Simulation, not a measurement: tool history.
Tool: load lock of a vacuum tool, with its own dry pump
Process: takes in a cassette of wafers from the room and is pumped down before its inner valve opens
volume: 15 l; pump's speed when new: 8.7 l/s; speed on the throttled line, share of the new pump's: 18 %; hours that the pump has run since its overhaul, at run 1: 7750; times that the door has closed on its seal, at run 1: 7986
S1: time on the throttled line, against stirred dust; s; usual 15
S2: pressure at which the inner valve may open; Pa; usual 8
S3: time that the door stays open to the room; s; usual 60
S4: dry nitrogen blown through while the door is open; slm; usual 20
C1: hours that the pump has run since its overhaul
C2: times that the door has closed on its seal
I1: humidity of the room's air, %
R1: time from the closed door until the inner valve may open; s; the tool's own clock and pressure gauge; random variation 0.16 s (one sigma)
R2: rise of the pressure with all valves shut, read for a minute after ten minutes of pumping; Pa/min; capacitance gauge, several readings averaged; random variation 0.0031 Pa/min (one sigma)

{"run": 1, "hour": 0.0, "S1": 15, "S2": 8, "S3": 60, "S4": 20, "C1": 7750, "C2": 7986, "I1": 48.8, "R1": 29.9, "R2": 0.085}
{"run": 2, "hour": 76.0, "S1": 15, "S2": 8, "S3": 60, "S4": 20, "C1": 7826, "C2": 8351, "I1": 42.3, "R1": 30.0, "R2": 0.075}
{"run": 3, "hour": 123.3, "S1": 15, "S2": 8, "S3": 60, "S4": 20, "C1": 7873, "C2": 8578, "I1": 48.5, "R1": 29.7, "R2": 0.076}
{"run": 4, "hour": 188.4, "S1": 15, "S2": 8, "S3": 150, "S4": 20, "C1": 7938, "C2": 8891, "I1": 47.9, "R1": 30.1, "R2": 0.134}
{"run": 5, "hour": 229.7, "S1": 15, "S2": 8, "S3": 150, "S4": 20, "C1": 7979, "C2": 9089, "I1": 42.2, "R1": 29.7, "R2": 0.119}
{"run": 6, "hour": 307.0, "S1": 15, "S2": 8, "S3": 150, "S4": 20, "C1": 8057, "C2": 9461, "I1": 46.7, "R1": 30.1, "R2": 0.131}
{"run": 7, "hour": 400.1, "S1": 15, "S2": 7, "S3": 150, "S4": 20, "C1": 8150, "C2": 9908, "I1": 45.6, "R1": 30.2, "R2": 0.126}
{"run": 8, "hour": 488.4, "S1": 15, "S2": 7, "S3": 150, "S4": 20, "C1": 8238, "C2": 10332, "I1": 49.3, "R1": 30.0, "R2": 0.143}
{"run": 9, "hour": 580.3, "S1": 11, "S2": 8, "S3": 60, "S4": 20, "C1": 8330, "C2": 10773, "I1": 46.1, "R1": 26.6, "R2": 0.077}
{"run": 10, "hour": 618.0, "S1": 11, "S2": 8, "S3": 60, "S4": 20, "C1": 8368, "C2": 10955, "I1": 44.0, "R1": 26.6, "R2": 0.079}
{"run": 11, "hour": 695.4, "S1": 11, "S2": 10, "S3": 120, "S4": 20, "C1": 8445, "C2": 11326, "I1": 43.5, "R1": 26.5, "R2": 0.11}
{"run": 12, "hour": 770.6, "S1": 30, "S2": 9, "S3": 60, "S4": 14, "C1": 8520, "C2": 11688, "I1": 44.3, "R1": 41.3, "R2": 0.083}
{"run": 13, "hour": 811.5, "S1": 15, "S2": 9, "S3": 178, "S4": 8, "C1": 8561, "C2": 11884, "I1": 49.0, "R1": 29.7, "R2": 0.219}
{"run": 14, "hour": 852.7, "S1": 15, "S2": 9, "S3": 178, "S4": 22, "C1": 8602, "C2": 12082, "I1": 44.7, "R1": 29.3, "R2": 0.138}

The next listed run, before its measurement:
{"run": 15, "hour": 930.1, "S1": 13, "S2": 7, "S3": 131, "S4": 11, "C1": 8680, "C2": 12454, "I1": 46.4, "R1": "?", "R2": "?"}

{"run 15": {"R1": 28.7, "R2": 0.151}}
Without the tool's hidden state the same run would have given R1 27.3 s, R2 0.138 Pa/min.
